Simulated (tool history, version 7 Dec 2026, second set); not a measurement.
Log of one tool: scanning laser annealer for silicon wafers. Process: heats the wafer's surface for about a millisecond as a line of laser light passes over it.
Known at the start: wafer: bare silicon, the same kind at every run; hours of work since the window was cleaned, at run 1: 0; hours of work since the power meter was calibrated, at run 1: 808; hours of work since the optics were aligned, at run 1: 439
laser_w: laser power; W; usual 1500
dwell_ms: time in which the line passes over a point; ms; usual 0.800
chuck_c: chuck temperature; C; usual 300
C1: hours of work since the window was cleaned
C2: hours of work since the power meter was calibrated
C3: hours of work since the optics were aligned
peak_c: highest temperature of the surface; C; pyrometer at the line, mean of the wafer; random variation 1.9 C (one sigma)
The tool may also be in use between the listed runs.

run 1 day=0.000 | laser_w=1500 dwell_ms=0.800 chuck_c=300 | C1=0 C2=808 C3=439 | peak_c=1126
run 2 day=1.642 | laser_w=1500 dwell_ms=0.800 chuck_c=300 | C1=28 C2=836 C3=468 | peak_c=1124
run 3 day=3.496 | laser_w=1500 dwell_ms=0.800 chuck_c=300 | C1=60 C2=868 C3=500 | peak_c=1120
run 4 day=4.842 | laser_w=1500 dwell_ms=0.800 chuck_c=300 | C1=84 C2=891 C3=523 | peak_c=1119
run 5 day=6.254 | laser_w=1500 dwell_ms=0.800 chuck_c=300 | C1=108 C2=916 C3=547 | peak_c=1114
run 6 day=9.067 | laser_w=1500 dwell_ms=0.800 chuck_c=300 | C1=156 C2=964 C3=596 | peak_c=1110
run 7 day=10.271 | laser_w=1500 dwell_ms=0.800 chuck_c=300 | C1=177 C2=985 C3=617 | peak_c=1106
run 8 day=12.921 | laser_w=1500 dwell_ms=0.800 chuck_c=300 | C1=223 C2=1031 C3=662 | peak_c=1101
run 9 day=14.454 | laser_w=1500 dwell_ms=0.800 chuck_c=300 | C1=249 C2=1057 C3=689 | peak_c=1095
run 10 day=15.771 | laser_w=1500 dwell_ms=0.944 chuck_c=300 | C1=272 C2=1080 C3=712 | peak_c=1167
run 11 day=18.333 | laser_w=1331 dwell_ms=0.800 chuck_c=300 | C1=316 C2=1124 C3=756 | peak_c=1001
-- day=18.642 window over the wafer cleaned
run 12 day=20.762 | laser_w=1360 dwell_ms=0.800 chuck_c=300 | C1=37 C2=1165 C3=796 | peak_c=1006
run 13 day=23.100 | laser_w=1360 dwell_ms=0.800 chuck_c=300 | C1=77 C2=1205 C3=837 | peak_c=998
run 14 day=25.404 | laser_w=1360 dwell_ms=0.800 chuck_c=300 | C1=117 C2=1245 C3=876 | peak_c=998
run 15 day=28.179 | laser_w=1500 dwell_ms=0.650 chuck_c=316 | C1=165 C2=1293 C3=924 | peak_c=1004
run 16 day=29.475 | laser_w=1500 dwell_ms=0.650 chuck_c=316 | C1=187 C2=1315 C3=947 | peak_c=999
-- day=30.658 window over the wafer cleaned, once more
run 17 day=31.854 | laser_w=1500 dwell_ms=0.598 chuck_c=270 | C1=21 C2=1355 C3=986 | peak_c=975
run 18 day=33.525 | laser_w=1601 dwell_ms=0.714 chuck_c=316 | C1=49 C2=1383 C3=1015 | peak_c=1136
run 19 day=35.242 | laser_w=1500 dwell_ms=0.905 chuck_c=300 | C1=79 C2=1413 C3=1045 | peak_c=1165
run 20 day=36.971 | laser_w=1500 dwell_ms=0.905 chuck_c=300 | C1=109 C2=1443 C3=1074 | peak_c=1160
run 21 day=38.992 | laser_w=1557 dwell_ms=0.800 chuck_c=270 | C1=144 C2=1478 C3=1109 | peak_c=1105
run 22 day=41.475 | laser_w=1389 dwell_ms=0.729 chuck_c=326 | C1=187 C2=1521 C3=1152 | peak_c=1030
run 23 day=43.867 | laser_w=1293 dwell_ms=0.845 chuck_c=289 | C1=228 C2=1562 C3=1193 | peak_c=992
run 24 day=45.788 | laser_w=1293 dwell_ms=0.845 chuck_c=289 | C1=261 C2=1595 C3=1227 | peak_c=989
run 25 day=47.042 | laser_w=1293 dwell_ms=0.845 chuck_c=289 | C1=283 C2=1617 C3=1248 | peak_c=990
run 26 day=49.446 | laser_w=1590 dwell_ms=0.815 chuck_c=265 | C1=324 C2=1658 C3=1290 | peak_c=1104
-- day=51.675 optics aligned, line set to its width
-- day=52.421 window over the wafer cleaned
run 27 day=52.421 | laser_w=1567 dwell_ms=0.783 chuck_c=282 | C1=0 C2=1704 C3=11 | peak_c=1134
run 28 day=53.900 | laser_w=1461 dwell_ms=0.648 chuck_c=294 | C1=26 C2=1730 C3=37 | peak_c=1015

4 ways to go on from here, each from the tool as it stands after run 28. What would each give?
run A day=55.579 | laser_w=1637 dwell_ms=0.800 chuck_c=273 | C1=55 C2=1759 C3=66 | peak_c=?
run B day=55.579 | laser_w=1296 dwell_ms=0.698 chuck_c=269 | C1=55 C2=1759 C3=66 | peak_c=?
run C day=55.579 | laser_w=1462 dwell_ms=0.648 chuck_c=307 | C1=55 C2=1759 C3=66 | peak_c=?
run D day=55.579 | laser_w=1461 dwell_ms=0.648 chuck_c=261 | C1=55 C2=1759 C3=66 | peak_c=?

run=A peak_c=1166
run=B peak_c=926
run=C peak_c=1029
run=D peak_c=979
Without the tool's hidden state the same runs would have given:
run=A peak_c=1179
run=B peak_c=935
run=C peak_c=1039
run=D peak_c=990
